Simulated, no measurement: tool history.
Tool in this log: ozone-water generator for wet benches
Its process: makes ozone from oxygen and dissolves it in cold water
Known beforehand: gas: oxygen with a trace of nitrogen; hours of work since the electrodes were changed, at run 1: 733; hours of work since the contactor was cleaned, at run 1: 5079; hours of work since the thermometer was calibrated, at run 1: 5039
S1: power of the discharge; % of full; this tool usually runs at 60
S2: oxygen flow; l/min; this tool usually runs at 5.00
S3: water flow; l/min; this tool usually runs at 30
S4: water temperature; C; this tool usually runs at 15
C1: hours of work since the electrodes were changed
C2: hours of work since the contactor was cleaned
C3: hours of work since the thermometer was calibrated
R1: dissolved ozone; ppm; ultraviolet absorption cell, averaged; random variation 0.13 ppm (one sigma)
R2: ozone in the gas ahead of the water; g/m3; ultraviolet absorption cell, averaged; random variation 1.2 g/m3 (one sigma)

{"run": 1, "hour": 0.0, "S1": 60, "S2": 5.0, "S3": 30, "S4": 15, "C1": 733, "C2": 5079, "C3": 5039, "R1": 12.3, "R2": 208.4}
{"run": 2, "hour": 47.3, "S1": 60, "S2": 5.0, "S3": 30, "S4": 17, "C1": 762, "C2": 5108, "C3": 5068, "R1": 11.7, "R2": 209.9}
{"run": 3, "hour": 95.8, "S1": 60, "S2": 5.0, "S3": 30, "S4": 9, "C1": 791, "C2": 5137, "C3": 5098, "R1": 12.6, "R2": 211.2}
{"run": 4, "hour": 128.7, "S1": 60, "S2": 5.0, "S3": 30, "S4": 9, "C1": 812, "C2": 5157, "C3": 5118, "R1": 12.8, "R2": 208.9}
{"run": 5, "hour": 163.2, "S1": 60, "S2": 4.13, "S3": 30, "S4": 15, "C1": 833, "C2": 5179, "C3": 5139, "R1": 11.2, "R2": 222.8}
{"run": 6, "hour": 224.1, "S1": 60, "S2": 4.13, "S3": 30, "S4": 15, "C1": 870, "C2": 5216, "C3": 5176, "R1": 11.3, "R2": 225.5}
{"run": 7, "hour": 277.5, "S1": 60, "S2": 5.0, "S3": 30, "S4": 15, "C1": 903, "C2": 5249, "C3": 5209, "R1": 12.0, "R2": 211.3}
{"run": 8, "hour": 323.6, "S1": 60, "S2": 5.0, "S3": 30, "S4": 15, "C1": 931, "C2": 5277, "C3": 5237, "R1": 12.2, "R2": 209.6}
{"run": 9, "hour": 372.6, "S1": 60, "S2": 5.0, "S3": 30, "S4": 15, "C1": 961, "C2": 5307, "C3": 5267, "R1": 11.8, "R2": 209.4}
{"run": 10, "hour": 416.9, "S1": 60, "S2": 5.0, "S3": 30, "S4": 15, "C1": 988, "C2": 5334, "C3": 5294, "R1": 12.2, "R2": 209.4}
{"run": 11, "hour": 475.5, "S1": 60, "S2": 5.0, "S3": 30, "S4": 12, "C1": 1024, "C2": 5370, "C3": 5330, "R1": 12.3, "R2": 209.2}
{"hour": 499.4, "done": "contactor cleaned"}
{"run": 12, "hour": 510.7, "S1": 60, "S2": 5.0, "S3": 30, "S4": 8, "C1": 1043, "C2": 7, "C3": 5349, "R1": 14.2, "R2": 210.7}
{"run": 13, "hour": 545.2, "S1": 60, "S2": 5.0, "S3": 30, "S4": 8, "C1": 1064, "C2": 28, "C3": 5371, "R1": 14.0, "R2": 209.7}
{"run": 14, "hour": 598.8, "S1": 60, "S2": 5.0, "S3": 20, "S4": 8, "C1": 1097, "C2": 61, "C3": 5403, "R1": 22.0, "R2": 209.4}
{"hour": 613.0, "done": "water thermometer calibrated"}
{"run": 15, "hour": 657.2, "S1": 60, "S2": 5.0, "S3": 20, "S4": 8, "C1": 1133, "C2": 96, "C3": 27, "R1": 22.4, "R2": 209.4}
{"run": 16, "hour": 696.4, "S1": 72, "S2": 5.0, "S3": 20, "S4": 8, "C1": 1157, "C2": 120, "C3": 51, "R1": 24.6, "R2": 230.8}
{"run": 17, "hour": 748.6, "S1": 72, "S2": 5.0, "S3": 20, "S4": 8, "C1": 1189, "C2": 152, "C3": 83, "R1": 24.6, "R2": 230.8}
{"run": 18, "hour": 781.8, "S1": 78, "S2": 3.44, "S3": 37, "S4": 22, "C1": 1209, "C2": 173, "C3": 103, "R1": 9.5, "R2": 270.9}
{"run": 19, "hour": 822.7, "S1": 89, "S2": 4.2, "S3": 29, "S4": 17, "C1": 1234, "C2": 198, "C3": 128, "R1": 15.7, "R2": 272.6}
{"run": 20, "hour": 856.0, "S1": 60, "S2": 5.0, "S3": 22, "S4": 15, "C1": 1254, "C2": 218, "C3": 149, "R1": 18.5, "R2": 211.4}
{"run": 21, "hour": 914.0, "S1": 65, "S2": 7.44, "S3": 28, "S4": 9, "C1": 1290, "C2": 254, "C3": 184, "R1": 17.8, "R2": 189.8}
{"run": 22, "hour": 959.3, "S1": 44, "S2": 3.4, "S3": 25, "S4": 23, "C1": 1318, "C2": 281, "C3": 212, "R1": 11.1, "R2": 203.5}
{"run": 23, "hour": 1005.8, "S1": 98, "S2": 5.0, "S3": 31, "S4": 15, "C1": 1346, "C2": 310, "C3": 241, "R1": 16.2, "R2": 268.1}
{"run": 24, "hour": 1057.2, "S1": 60, "S2": 7.92, "S3": 33, "S4": 15, "C1": 1378, "C2": 341, "C3": 272, "R1": 13.8, "R2": 177.2}
{"run": 25, "hour": 1112.0, "S1": 60, "S2": 7.92, "S3": 33, "S4": 15, "C1": 1411, "C2": 375, "C3": 306, "R1": 13.3, "R2": 178.1}
{"run": 26, "hour": 1144.5, "S1": 60, "S2": 7.92, "S3": 33, "S4": 12, "C1": 1431, "C2": 395, "C3": 326, "R1": 14.1, "R2": 177.0}
{"run": 27, "hour": 1186.8, "S1": 60, "S2": 7.92, "S3": 33, "S4": 12, "C1": 1457, "C2": 421, "C3": 351, "R1": 13.8, "R2": 177.4}
{"run": 28, "hour": 1239.7, "S1": 60, "S2": 5.58, "S3": 33, "S4": 8, "C1": 1489, "C2": 453, "C3": 384, "R1": 13.1, "R2": 201.1}
{"run": 29, "hour": 1283.3, "S1": 64, "S2": 2.56, "S3": 32, "S4": 11, "C1": 1516, "C2": 480, "C3": 411, "R1": 9.6, "R2": 270.9}
{"run": 30, "hour": 1310.2, "S1": 60, "S2": 3.24, "S3": 30, "S4": 9, "C1": 1533, "C2": 496, "C3": 427, "R1": 11.4, "R2": 239.2}
{"run": 31, "hour": 1368.6, "S1": 60, "S2": 3.24, "S3": 30, "S4": 9, "C1": 1568, "C2": 532, "C3": 463, "R1": 11.4, "R2": 241.5}
{"run": 32, "hour": 1402.2, "S1": 60, "S2": 3.24, "S3": 30, "S4": 9, "C1": 1589, "C2": 553, "C3": 483, "R1": 11.7, "R2": 244.5}
{"run": 33, "hour": 1446.9, "S1": 54, "S2": 5.0, "S3": 30, "S4": 15, "C1": 1616, "C2": 580, "C3": 511, "R1": 12.4, "R2": 195.7}

What would each run have given without the hidden state, its run-to-run variation left as it was?
What the log doesn't record here: yield of the discharge, % of new electrodes'; contactor's efficiency, % of a clean one's; true water temperature over the reading, C; drift of the gauge itself on ozone_ppm, %; drift of the gauge itself on gas_g_m3, %.
run=1 R1=13.8 R2=210.6
run=2 R1=13.1 R2=212.2
run=3 R1=14.1 R2=213.6
run=4 R1=14.4 R2=211.4
run=5 R1=12.6 R2=225.5
run=6 R1=12.6 R2=228.3
run=7 R1=13.5 R2=214.1
run=8 R1=13.7 R2=212.4
run=9 R1=13.3 R2=212.3
run=10 R1=13.7 R2=212.5
run=11 R1=13.9 R2=212.4
run=12 R1=14.6 R2=213.9
run=13 R1=14.3 R2=213.0
run=14 R1=22.6 R2=212.8
run=15 R1=22.9 R2=212.9
run=16 R1=25.1 R2=235.1
run=17 R1=25.2 R2=235.2
run=18 R1=9.8 R2=276.4
run=19 R1=16.2 R2=278.6
run=20 R1=18.9 R2=215.3
run=21 R1=18.3 R2=193.5
run=22 R1=11.3 R2=206.7
run=23 R1=16.8 R2=274.8
run=24 R1=14.2 R2=180.8
run=25 R1=13.8 R2=181.8
run=26 R1=14.5 R2=180.7
run=27 R1=14.3 R2=181.2
run=28 R1=13.5 R2=205.5
run=29 R1=9.9 R2=277.2
run=30 R1=11.8 R2=244.6
run=31 R1=11.9 R2=247.1
run=32 R1=12.1 R2=250.2
run=33 R1=12.8 R2=200.2

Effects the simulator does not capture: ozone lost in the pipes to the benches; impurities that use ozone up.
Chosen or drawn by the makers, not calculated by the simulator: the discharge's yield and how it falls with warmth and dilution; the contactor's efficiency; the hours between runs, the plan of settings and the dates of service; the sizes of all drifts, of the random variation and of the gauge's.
